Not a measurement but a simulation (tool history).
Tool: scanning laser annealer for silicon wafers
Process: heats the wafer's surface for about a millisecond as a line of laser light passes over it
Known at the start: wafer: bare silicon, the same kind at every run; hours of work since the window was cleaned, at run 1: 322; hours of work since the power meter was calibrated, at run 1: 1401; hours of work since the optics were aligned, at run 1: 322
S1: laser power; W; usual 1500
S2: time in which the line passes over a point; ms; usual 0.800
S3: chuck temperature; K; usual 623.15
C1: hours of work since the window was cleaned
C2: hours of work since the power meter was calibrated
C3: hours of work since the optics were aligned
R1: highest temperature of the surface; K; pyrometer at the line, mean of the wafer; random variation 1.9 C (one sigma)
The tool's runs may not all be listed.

Run 1, hour 0.0: usual settings; C1 322; C2 1401; C3 322. Result: R1 1376.15 K.
Run 2, hour 64.2: usual settings; C1 348; C2 1427; C3 348. Result: R1 1378.15 K.
Run 3, hour 120.9: usual settings; C1 371; C2 1449; C3 371. Result: R1 1377.15 K.
Run 4, hour 171.3: usual settings; C1 391; C2 1470; C3 391. Result: R1 1376.15 K.
Run 5, hour 226.2: usual settings but S2 0.855 ms; C1 414; C2 1492; C3 414. Result: R1 1405.15 K.
Run 6, hour 272.7: usual settings but S2 0.855 ms; C1 432; C2 1511; C3 432. Result: R1 1406.15 K.
Run 7, hour 312.9: usual settings but S2 0.855 ms; C1 449; C2 1527; C3 449. Result: R1 1405.15 K.
Run 8, hour 359.2: usual settings but S1 1300 W; C1 467; C2 1546; C3 467. Result: R1 1272.15 K.
Run 9, hour 411.8: usual settings but S1 1300 W; C1 489; C2 1567; C3 489. Result: R1 1278.15 K.
Run 10, hour 473.0: usual settings; C1 513; C2 1592; C3 513. Result: R1 1377.15 K.
Run 11, hour 538.5: usual settings; C1 540; C2 1618; C3 540. Result: R1 1372.15 K.
Run 12, hour 587.9: usual settings but S1 1563 W; C1 560; C2 1638; C3 560. Result: R1 1406.15 K.
Run 13, hour 632.4: usual settings but S1 1563 W, S2 0.652 ms; C1 578; C2 1656; C3 578. Result: R1 1317.15 K.
Run 14, hour 674.4: usual settings but S1 1563 W, S2 0.652 ms; C1 595; C2 1673; C3 595. Result: R1 1318.15 K.
Run 15, hour 759.2: usual settings but S1 1602 W; C1 629; C2 1708; C3 629. Result: R1 1421.15 K.
Run 16, hour 812.3: usual settings; C1 651; C2 1729; C3 651. Result: R1 1371.15 K.
Run 17, hour 867.9: usual settings; C1 673; C2 1752; C3 673. Result: R1 1372.15 K.
Run 18, hour 946.3: usual settings but S3 610.15 K; C1 705; C2 1783; C3 705. Result: R1 1361.15 K.
Run 19, hour 1014.2: usual settings but S3 610.15 K; C1 732; C2 1811; C3 732. Result: R1 1356.15 K.
Run 20, hour 1052.8: usual settings but S3 656.15 K; C1 748; C2 1827; C3 748. Result: R1 1402.15 K.
Run 21, hour 1091.3: usual settings but S3 656.15 K; C1 764; C2 1842; C3 764. Result: R1 1402.15 K.
Run 22, hour 1133.5: usual settings but S1 1293 W, S2 0.902 ms; C1 781; C2 1859; C3 781. Result: R1 1309.15 K.
Run 23, hour 1172.8: usual settings but S1 1595 W, S3 628.15 K; C1 797; C2 1875; C3 797. Result: R1 1422.15 K.
Run 24, hour 1249.0: usual settings but S1 1595 W, S3 628.15 K; C1 827; C2 1906; C3 827. Result: R1 1418.15 K.
At hour 1258.2: laser's power meter calibrated.
Run 25, hour 1310.3: usual settings but S1 1491 W, S2 0.780 ms, S3 628.15 K; C1 851; C2 21; C3 851. Result: R1 1360.15 K.
Run 26, hour 1355.3: usual settings but S1 1491 W, S2 0.780 ms, S3 628.15 K; C1 869; C2 39; C3 869. Result: R1 1359.15 K.
Run 27, hour 1424.3: usual settings but S1 1491 W, S2 0.780 ms, S3 628.15 K; C1 897; C2 67; C3 897. Result: R1 1359.15 K.
At hour 1490.7: laser's power meter calibrated, once more.
At hour 1500.1: window over the wafer cleaned.
Run 28, hour 1506.3: usual settings but S1 1493 W, S3 658.15 K; C1 3; C2 6; C3 928. Result: R1 1403.15 K.

The next listed run, before its measurement:
Run 29, hour 1579.8: usual settings but S1 1417 W, S2 0.913 ms, S3 641.15 K; C1 32; C2 35; C3 958. Result: R1 ?.

R1: 1411.15 K
Without the tool's hidden state the same run would have given R1 1418.15 K.

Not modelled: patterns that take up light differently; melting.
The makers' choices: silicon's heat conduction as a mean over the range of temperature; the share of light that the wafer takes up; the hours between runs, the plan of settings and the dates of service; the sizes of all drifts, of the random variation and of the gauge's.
